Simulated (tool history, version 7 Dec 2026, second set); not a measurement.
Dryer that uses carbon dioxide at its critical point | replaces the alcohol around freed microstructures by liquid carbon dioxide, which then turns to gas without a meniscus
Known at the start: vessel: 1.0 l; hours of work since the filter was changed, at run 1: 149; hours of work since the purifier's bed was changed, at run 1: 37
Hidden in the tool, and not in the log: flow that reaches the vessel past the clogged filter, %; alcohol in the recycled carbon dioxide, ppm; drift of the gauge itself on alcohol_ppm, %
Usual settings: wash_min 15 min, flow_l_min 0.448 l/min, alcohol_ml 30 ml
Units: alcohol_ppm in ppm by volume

run	hour	wash_min	flow_l_min	alcohol_ml	hours of work since the filter was changed	hours of work since the purifier's bed was changed	alcohol_ppm
1	0	15	0.448	30	149	37	236
2	6.9	15	0.448	30	152	40	245
3	13.8	15	0.448	30	155	44	243
4	23.7	15	0.448	30	160	48	257
5	28.9	15	0.471	30	162	50	194
6	36.1	15	0.41	30	166	54	373
7	41.1	15	0.41	30	168	56	366
8	48.7	15	0.41	30	171	59	386
9	57.3	15	0.448	30	175	63	251
10	66.7	15	0.448	30	179	68	251
11	75.2	15	0.448	30	183	71	254
12	79.5	15	0.378	30	185	73	526
13	89.2	15	0.448	74	190	78	596
14	96.3	15	0.448	30	193	81	253
15	103.2	16	0.448	30	196	84	180
16	110.9	9	0.448	30	200	88	1701
17	118.9	12	0.448	30	203	91	651
18	125.4	12	0.448	30	206	94	668
19	134.8	12	0.448	30	210	99	650
20	140.3	12	0.448	30	213	101	648
21	149	15	0.494	30	217	105	161
22	153.3	15	0.494	45	219	107	226
23	161.4	15	0.448	30	222	111	254
24	168.5	9	0.448	44	226	114	2529
25	173.2	9	0.448	44	228	116	2509
26	182.1	20	0.316	64	232	120	790
27	190.7	20	0.593	64	236	124	30
28	199.3	20	0.593	64	240	128	29
29	205.5	20	0.369	64	242	131	372
30	214.8	16	0.505	30	247	135	107
31	220.6	15	0.471	30	249	138	197
32	226.9	15	0.632	30	252	140	51
33	233.3	15	0.632	30	255	143	50
34	241.5	15	0.632	30	259	147	49
35	245.7	11	0.406	105	261	149	4428
36	252.4	11	0.406	105	264	152	4634
37	262.2	19	0.358	84	268	156	731
38	269.6	19	0.358	84	272	160	734
39	276.5	9	0.347	21	275	163	2438
40	282.7	10	0.505	42	278	166	1184
41	289.3	13	0.564	70	281	169	382
42	297	13	0.643	32	284	172	92
43	305.8	13	0.643	32	288	176	106
44	314.9	12	0.402	32	292	180	1083
45	321.2	21	0.454	93	295	183	138
46	325.4	13	0.4	31	297	185	826

4 ways to go on from here, each from the tool as it stands after run 46. What would each give?
A	335.4	14	0.31	31	302	190	?
B	335.4	15	0.448	35	302	190	?
C	335.4	15	0.367	30	302	190	?
D	335.4	19	0.533	40	302	190	?

run	alcohol_ppm
A	1550
B	332
C	665
D	54
Without the tool's hidden state the same runs would have given:
run	alcohol_ppm
A	1322
B	250
C	536
D	28
